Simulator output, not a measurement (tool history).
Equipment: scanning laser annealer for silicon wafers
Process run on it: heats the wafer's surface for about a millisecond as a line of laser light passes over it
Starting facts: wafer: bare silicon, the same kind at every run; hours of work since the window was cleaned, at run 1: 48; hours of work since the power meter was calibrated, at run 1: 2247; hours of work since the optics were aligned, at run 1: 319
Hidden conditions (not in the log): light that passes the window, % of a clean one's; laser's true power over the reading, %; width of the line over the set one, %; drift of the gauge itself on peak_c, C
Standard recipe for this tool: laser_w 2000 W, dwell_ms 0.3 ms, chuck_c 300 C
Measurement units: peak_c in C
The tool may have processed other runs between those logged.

| run | day | laser_w | dwell_ms | chuck_c | hours of work since the window was cleaned | hours of work since the power meter was calibrated | hours of work since the optics were aligned | peak_c |
|---|---|---|---|---|---|---|---|---|
| 1 | 0 | 2000 | 0.3 | 300 | 48 | 2247 | 319 | 1099 |
| 2 | 2.138 | 2000 | 0.3 | 300 | 79 | 2278 | 350 | 1092 |
| 3 | 6.212 | 2061 | 0.3 | 300 | 138 | 2338 | 409 | 1112 |
| 4 | 10.325 | 2000 | 0.3 | 300 | 198 | 2398 | 469 | 1073 |
| 5 | 13.792 | 2000 | 0.3 | 314 | 248 | 2448 | 520 | 1080 |
| 6 | 17.042 | 2000 | 0.3 | 300 | 296 | 2495 | 567 | 1060 |
|  | 18.021 | window over the wafer cleaned |
| 7 | 21.079 | 2000 | 0.3 | 300 | 44 | 2553 | 625 | 1033 |
| 8 | 23.467 | 2000 | 0.3 | 300 | 79 | 2588 | 659 | 1030 |
| 9 | 25.746 | 2000 | 0.3 | 300 | 112 | 2621 | 693 | 1027 |
| 10 | 27.688 | 2011 | 0.3 | 300 | 141 | 2649 | 721 | 1026 |
|  | 28.246 | window over the wafer cleaned, once more |
| 11 | 31.617 | 1918 | 0.3 | 300 | 49 | 2705 | 777 | 1053 |
| 12 | 35.075 | 1918 | 0.3 | 300 | 99 | 2756 | 827 | 1044 |
| 13 | 37.146 | 2000 | 0.358 | 300 | 130 | 2786 | 857 | 1157 |
| 14 | 41.375 | 2000 | 0.358 | 300 | 191 | 2847 | 919 | 1148 |
| 15 | 43.979 | 2000 | 0.358 | 300 | 229 | 2885 | 957 | 1141 |
| 16 | 47.446 | 2000 | 0.224 | 300 | 279 | 2936 | 1007 | 953 |
|  | 49.292 | window over the wafer cleaned |
| 17 | 50.629 | 2000 | 0.224 | 300 | 19 | 2981 | 1052 | 985 |
| 18 | 54.254 | 2000 | 0.224 | 300 | 72 | 3034 | 1105 | 976 |
|  | 55.796 | optics aligned, line set to its width |
| 19 | 58.05 | 2000 | 0.226 | 300 | 124 | 3086 | 33 | 987 |
| 20 | 60.479 | 2000 | 0.226 | 300 | 160 | 3121 | 68 | 980 |
| 21 | 64.592 | 1976 | 0.225 | 262 | 220 | 3181 | 128 | 921 |
| 22 | 68.571 | 2139 | 0.341 | 333 | 278 | 3239 | 186 | 1229 |
| 23 | 70.358 | 2139 | 0.341 | 333 | 304 | 3265 | 212 | 1226 |
|  | 70.629 | window over the wafer cleaned |
| 24 | 74.662 | 2073 | 0.3 | 269 | 59 | 3326 | 273 | 1108 |
| 25 | 76.483 | 1960 | 0.345 | 300 | 85 | 3353 | 300 | 1132 |
| 26 | 78.65 | 1960 | 0.345 | 300 | 117 | 3384 | 332 | 1125 |
| 27 | 80.817 | 1960 | 0.345 | 300 | 148 | 3416 | 363 | 1127 |
| 28 | 82.65 | 1834 | 0.3 | 307 | 175 | 3443 | 390 | 1004 |
| 29 | 86.421 | 1793 | 0.332 | 319 | 230 | 3498 | 445 | 1027 |
| 30 | 90.275 | 1760 | 0.26 | 332 | 286 | 3554 | 501 | 936 |
|  | 91.808 | window over the wafer cleaned |
| 31 | 94.575 | 2186 | 0.26 | 316 | 40 | 3615 | 562 | 1156 |
| 32 | 98.088 | 2042 | 0.249 | 313 | 91 | 3666 | 613 | 1056 |
| 33 | 102.179 | 2000 | 0.308 | 309 | 151 | 3726 | 673 | 1104 |
| 34 | 105.258 | 2143 | 0.273 | 333 | 196 | 3771 | 718 | 1145 |
| 35 | 107.633 | 2143 | 0.273 | 333 | 230 | 3805 | 752 | 1141 |
| 36 | 111.488 | 2143 | 0.273 | 333 | 286 | 3861 | 808 | 1130 |
|  | 113.038 | window over the wafer cleaned |
| 37 | 114.992 | 2115 | 0.244 | 309 | 28 | 3911 | 858 | 1086 |
| 38 | 118.25 | 2115 | 0.244 | 309 | 76 | 3958 | 906 | 1080 |
| 39 | 120.779 | 1890 | 0.227 | 300 | 113 | 3995 | 942 | 937 |

What would each run have given without the hidden state, its run-to-run variation left as it was?
| run | peak_c |
|---|---|
| 1 | 1105 |
| 2 | 1103 |
| 3 | 1134 |
| 4 | 1103 |
| 5 | 1118 |
| 6 | 1105 |
| 7 | 1100 |
| 8 | 1101 |
| 9 | 1104 |
| 10 | 1107 |
| 11 | 1060 |
| 12 | 1060 |
| 13 | 1179 |
| 14 | 1181 |
| 15 | 1180 |
| 16 | 990 |
| 17 | 992 |
| 18 | 990 |
| 19 | 995 |
| 20 | 993 |
| 21 | 942 |
| 22 | 1268 |
| 23 | 1270 |
| 24 | 1110 |
| 25 | 1138 |
| 26 | 1136 |
| 27 | 1144 |
| 28 | 1022 |
| 29 | 1054 |
| 30 | 966 |
| 31 | 1155 |
| 32 | 1062 |
| 33 | 1120 |
| 34 | 1168 |
| 35 | 1169 |
| 36 | 1168 |
| 37 | 1085 |
| 38 | 1086 |
| 39 | 946 |
